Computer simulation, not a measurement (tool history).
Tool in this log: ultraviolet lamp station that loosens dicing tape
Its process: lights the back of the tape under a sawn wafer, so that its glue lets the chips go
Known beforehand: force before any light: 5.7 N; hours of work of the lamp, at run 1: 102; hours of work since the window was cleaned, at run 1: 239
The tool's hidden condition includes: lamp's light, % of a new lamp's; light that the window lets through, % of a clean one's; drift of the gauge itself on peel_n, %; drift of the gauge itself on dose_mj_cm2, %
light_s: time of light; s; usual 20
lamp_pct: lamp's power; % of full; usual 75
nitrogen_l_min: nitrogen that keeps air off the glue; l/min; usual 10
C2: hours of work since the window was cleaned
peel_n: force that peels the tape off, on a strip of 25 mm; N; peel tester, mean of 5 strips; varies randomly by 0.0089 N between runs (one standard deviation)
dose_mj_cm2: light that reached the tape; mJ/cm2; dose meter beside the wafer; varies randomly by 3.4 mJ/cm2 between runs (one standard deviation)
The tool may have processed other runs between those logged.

run 1 hour=0 | light_s=20 lamp_pct=75 nitrogen_l_min=10 | hours_of_work_of_the_lamp=102 C2=239 | peel_n=0.426 dose_mj_cm2=506
run 2 hour=18.5 | light_s=20 lamp_pct=75 nitrogen_l_min=10 | hours_of_work_of_the_lamp=111 C2=248 | peel_n=0.425 dose_mj_cm2=498
run 3 hour=38.5 | light_s=20 lamp_pct=75 nitrogen_l_min=10 | hours_of_work_of_the_lamp=120 C2=257 | peel_n=0.434 dose_mj_cm2=501
run 4 hour=52.7 | light_s=20 lamp_pct=79 nitrogen_l_min=10 | hours_of_work_of_the_lamp=127 C2=264 | peel_n=0.398 dose_mj_cm2=529
run 5 hour=63 | light_s=20 lamp_pct=75 nitrogen_l_min=10 | hours_of_work_of_the_lamp=132 C2=269 | peel_n=0.421 dose_mj_cm2=501
run 6 hour=82.9 | light_s=20 lamp_pct=75 nitrogen_l_min=10 | hours_of_work_of_the_lamp=141 C2=278 | peel_n=0.432 dose_mj_cm2=492
run 7 hour=94 | light_s=20 lamp_pct=75 nitrogen_l_min=10 | hours_of_work_of_the_lamp=146 C2=283 | peel_n=0.414 dose_mj_cm2=498
run 8 hour=105.8 | light_s=20 lamp_pct=75 nitrogen_l_min=10 | hours_of_work_of_the_lamp=152 C2=289 | peel_n=0.465 dose_mj_cm2=491
run 9 hour=116.5 | light_s=20 lamp_pct=75 nitrogen_l_min=10 | hours_of_work_of_the_lamp=157 C2=294 | peel_n=0.438 dose_mj_cm2=496
run 10 hour=128.1 | light_s=20 lamp_pct=75 nitrogen_l_min=10 | hours_of_work_of_the_lamp=162 C2=299 | peel_n=0.422 dose_mj_cm2=494
run 11 hour=143.3 | light_s=20 lamp_pct=99 nitrogen_l_min=10 | hours_of_work_of_the_lamp=169 C2=307 | peel_n=0.264 dose_mj_cm2=652
run 12 hour=156.1 | light_s=20 lamp_pct=99 nitrogen_l_min=10 | hours_of_work_of_the_lamp=176 C2=313 | peel_n=0.267 dose_mj_cm2=651
run 13 hour=176.5 | light_s=20 lamp_pct=75 nitrogen_l_min=9 | hours_of_work_of_the_lamp=185 C2=322 | peel_n=0.486 dose_mj_cm2=494
run 14 hour=196.5 | light_s=20 lamp_pct=73 nitrogen_l_min=10 | hours_of_work_of_the_lamp=195 C2=332 | peel_n=0.463 dose_mj_cm2=476
run 15 hour=209 | light_s=20 lamp_pct=75 nitrogen_l_min=10 | hours_of_work_of_the_lamp=200 C2=338 | peel_n=0.44 dose_mj_cm2=489
run 16 hour=221.7 | light_s=20 lamp_pct=75 nitrogen_l_min=10 | hours_of_work_of_the_lamp=206 C2=344 | peel_n=0.467 dose_mj_cm2=483
run 17 hour=235.4 | light_s=20 lamp_pct=75 nitrogen_l_min=9 | hours_of_work_of_the_lamp=213 C2=350 | peel_n=0.503 dose_mj_cm2=482
run 18 hour=256.8 | light_s=20 lamp_pct=75 nitrogen_l_min=10 | hours_of_work_of_the_lamp=223 C2=360 | peel_n=0.477 dose_mj_cm2=484
run 19 hour=277 | light_s=20 lamp_pct=75 nitrogen_l_min=10 | hours_of_work_of_the_lamp=233 C2=370 | peel_n=0.454 dose_mj_cm2=480
run 20 hour=286.3 | light_s=20 lamp_pct=75 nitrogen_l_min=4 | hours_of_work_of_the_lamp=237 C2=374 | peel_n=0.927 dose_mj_cm2=478
run 21 hour=302.5 | light_s=20 lamp_pct=75 nitrogen_l_min=4 | hours_of_work_of_the_lamp=245 C2=382 | peel_n=0.921 dose_mj_cm2=480
run 22 hour=323 | light_s=20 lamp_pct=75 nitrogen_l_min=4 | hours_of_work_of_the_lamp=254 C2=391 | peel_n=0.945 dose_mj_cm2=476
run 23 hour=341.2 | light_s=20 lamp_pct=75 nitrogen_l_min=4 | hours_of_work_of_the_lamp=263 C2=400 | peel_n=0.979 dose_mj_cm2=476
run 24 hour=361 | light_s=20 lamp_pct=97 nitrogen_l_min=5 | hours_of_work_of_the_lamp=272 C2=409 | peel_n=0.524 dose_mj_cm2=614
run 25 hour=372.8 | light_s=20 lamp_pct=97 nitrogen_l_min=5 | hours_of_work_of_the_lamp=278 C2=415 | peel_n=0.517 dose_mj_cm2=614
run 26 hour=388.5 | light_s=20 lamp_pct=67 nitrogen_l_min=15 | hours_of_work_of_the_lamp=285 C2=422 | peel_n=0.459 dose_mj_cm2=419
run 27 hour=409.3 | light_s=20 lamp_pct=67 nitrogen_l_min=15 | hours_of_work_of_the_lamp=295 C2=432 | peel_n=0.456 dose_mj_cm2=417
run 28 hour=421.6 | light_s=19 lamp_pct=72 nitrogen_l_min=10 | hours_of_work_of_the_lamp=301 C2=438 | peel_n=0.596 dose_mj_cm2=421
run 29 hour=435.7 | light_s=20 lamp_pct=66 nitrogen_l_min=10 | hours_of_work_of_the_lamp=307 C2=444 | peel_n=0.632 dose_mj_cm2=410
run 30 hour=445.6 | light_s=21 lamp_pct=79 nitrogen_l_min=11 | hours_of_work_of_the_lamp=312 C2=449 | peel_n=0.378 dose_mj_cm2=519
run 31 hour=458.7 | light_s=20 lamp_pct=72 nitrogen_l_min=13 | hours_of_work_of_the_lamp=318 C2=455 | peel_n=0.432 dose_mj_cm2=449
run 32 hour=471.2 | light_s=20 lamp_pct=72 nitrogen_l_min=13 | hours_of_work_of_the_lamp=324 C2=461 | peel_n=0.446 dose_mj_cm2=445
run 33 hour=491.6 | light_s=20 lamp_pct=72 nitrogen_l_min=13 | hours_of_work_of_the_lamp=334 C2=471 | peel_n=0.446 dose_mj_cm2=444
run 34 hour=513.5 | light_s=30 lamp_pct=68 nitrogen_l_min=10 | hours_of_work_of_the_lamp=344 C2=481 | peel_n=0.282 dose_mj_cm2=629
run 35 hour=535.4 | light_s=30 lamp_pct=68 nitrogen_l_min=10 | hours_of_work_of_the_lamp=354 C2=491 | peel_n=0.272 dose_mj_cm2=620
run 36 hour=552.9 | light_s=12 lamp_pct=99 nitrogen_l_min=13 | hours_of_work_of_the_lamp=363 C2=500 | peel_n=0.639 dose_mj_cm2=361
run 37 hour=563.8 | light_s=10 lamp_pct=99 nitrogen_l_min=13 | hours_of_work_of_the_lamp=368 C2=505 | peel_n=0.907 dose_mj_cm2=299
run 38 hour=573.5 | light_s=33 lamp_pct=88 nitrogen_l_min=4 | hours_of_work_of_the_lamp=372 C2=509 | peel_n=0.301 dose_mj_cm2=880
run 39 hour=585.4 | light_s=30 lamp_pct=88 nitrogen_l_min=4 | hours_of_work_of_the_lamp=378 C2=515 | peel_n=0.38 dose_mj_cm2=804
run 40 hour=599.6 | light_s=30 lamp_pct=88 nitrogen_l_min=4 | hours_of_work_of_the_lamp=385 C2=522 | peel_n=0.368 dose_mj_cm2=798
run 41 hour=620.2 | light_s=18 lamp_pct=75 nitrogen_l_min=4 | hours_of_work_of_the_lamp=394 C2=532 | peel_n=1.271 dose_mj_cm2=407
run 42 hour=631.6 | light_s=12 lamp_pct=75 nitrogen_l_min=7 | hours_of_work_of_the_lamp=400 C2=537 | peel_n=1.532 dose_mj_cm2=271
run 43 hour=648.8 | light_s=12 lamp_pct=75 nitrogen_l_min=7 | hours_of_work_of_the_lamp=408 C2=545 | peel_n=1.573 dose_mj_cm2=270

4 options for the next run, each taken on its own from the tool as it stands now. Forecast them:
run A hour=668.2 | light_s=21 lamp_pct=87 nitrogen_l_min=13 | hours_of_work_of_the_lamp=417 C2=554 | peel_n=? dose_mj_cm2=?
run B hour=668.2 | light_s=35 lamp_pct=75 nitrogen_l_min=19 | hours_of_work_of_the_lamp=417 C2=554 | peel_n=? dose_mj_cm2=?
run C hour=668.2 | light_s=14 lamp_pct=74 nitrogen_l_min=7 | hours_of_work_of_the_lamp=417 C2=554 | peel_n=? dose_mj_cm2=?
run D hour=668.2 | light_s=27 lamp_pct=75 nitrogen_l_min=18 | hours_of_work_of_the_lamp=417 C2=554 | peel_n=? dose_mj_cm2=?

run=A peel_n=0.302 dose_mj_cm2=547
run=B peel_n=0.173 dose_mj_cm2=781
run=C peel_n=1.221 dose_mj_cm2=306
run=D peel_n=0.222 dose_mj_cm2=606
Without the tool's hidden state the same runs would have given:
run=A peel_n=0.224 dose_mj_cm2=661
run=B peel_n=0.162 dose_mj_cm2=945
run=C peel_n=0.913 dose_mj_cm2=371
run=D peel_n=0.183 dose_mj_cm2=733
